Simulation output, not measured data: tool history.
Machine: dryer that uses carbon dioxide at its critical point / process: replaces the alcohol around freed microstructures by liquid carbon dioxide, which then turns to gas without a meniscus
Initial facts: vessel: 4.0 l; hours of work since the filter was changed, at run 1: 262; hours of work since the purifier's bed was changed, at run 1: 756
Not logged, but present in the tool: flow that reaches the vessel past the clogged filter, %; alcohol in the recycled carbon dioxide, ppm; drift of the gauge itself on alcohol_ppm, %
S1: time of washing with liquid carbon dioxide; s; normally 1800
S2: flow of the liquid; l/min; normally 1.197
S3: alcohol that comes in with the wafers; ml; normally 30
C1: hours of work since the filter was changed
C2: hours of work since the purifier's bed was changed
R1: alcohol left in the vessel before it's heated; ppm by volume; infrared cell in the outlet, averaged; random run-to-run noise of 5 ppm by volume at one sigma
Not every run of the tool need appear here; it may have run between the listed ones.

run    hour    S1     S2   S3   C1    C2   R1
  1     0.0  1800  1.197   30  262   756  138
  2    33.2  1800  1.197   30  282   776  170
  3    84.3  1800  1.197   30  313   808  154
  4   122.6  1800  1.197   30  336   831  153
  5   154.8  1800  0.790   30  356   851  210
  6   201.4  1800  0.790   30  384   879  204
  7   250.7  1800  1.197   28  414   909  180
  8   282.3  1800  1.197   30  434   928  170
      288.1  -- inlet filter changed
  9   322.0  1800  1.197   30   21   952  175
 10   349.0  1800  1.197   30   37   968  184
 11   370.8  1800  1.197   30   50   982  176
 12   401.8  1800  1.197   30   69  1001  184
 13   437.2  1260  1.197   30   91  1022  218
 14   470.6  1260  1.197   30  111  1043  216
 15   521.8  1260  1.197   30  142  1074  226
 16   548.5  1260  1.197   30  159  1090  228
 17   573.0  1800  1.197   85  174  1105  214
 18   603.7  1800  1.197   85  192  1124  217
 19   646.2  1800  1.197   85  218  1150  229
 20   690.3  1800  1.197   85  245  1177  217
 21   723.2  1800  1.197   30  265  1197  233
 22   747.2  1800  1.197   30  280  1211  220
 23   771.8  1800  1.197   30  295  1226  225
 24   813.5  1320  1.630   58  320  1252  245
 25   844.5  2760  1.800   30  339  1271  242
 26   869.9  1380  1.330   30  355  1286  258
      896.0  -- purifier's bed changed
 27   908.1  1380  1.330   30  376     7   17
 28   956.8  1380  1.330   30  406    37   21
 29   979.7  1380  0.910   62  420    51  203
     1007.6  -- inlet filter changed
 30  1007.6  2760  1.740   36    0    67   21
 31  1049.7  2760  1.740   36   26    93   23
 32  1095.9  1260  1.400   36   54   121   33
 33  1126.7  2580  1.197   32   73   140   31
 34  1149.0  2580  1.197   60   86   154   33
 35  1171.9  2580  1.197   60  100   168   27
 36  1199.1  2580  0.850   24  117   184   41
 37  1247.5  1800  0.750  110  146   214  224
 38  1286.0  2100  1.100   30  170   237   46
 39  1328.3  1800  1.450   69  196   263   56
 40  1366.2  1140  1.600  101  219   286   88
 41  1405.4  1140  1.600  101  243   310   88
 42  1436.1  2520  1.197   30  261   329   68

Run 43 has not been measured yet. What should we expect?
 43  1476.6  1800  1.510  30  286  353   ?

{"run 43": {"R1": 72}}
Had the tool carried no hidden state, the very same run would have given R1 7 ppm by volume.

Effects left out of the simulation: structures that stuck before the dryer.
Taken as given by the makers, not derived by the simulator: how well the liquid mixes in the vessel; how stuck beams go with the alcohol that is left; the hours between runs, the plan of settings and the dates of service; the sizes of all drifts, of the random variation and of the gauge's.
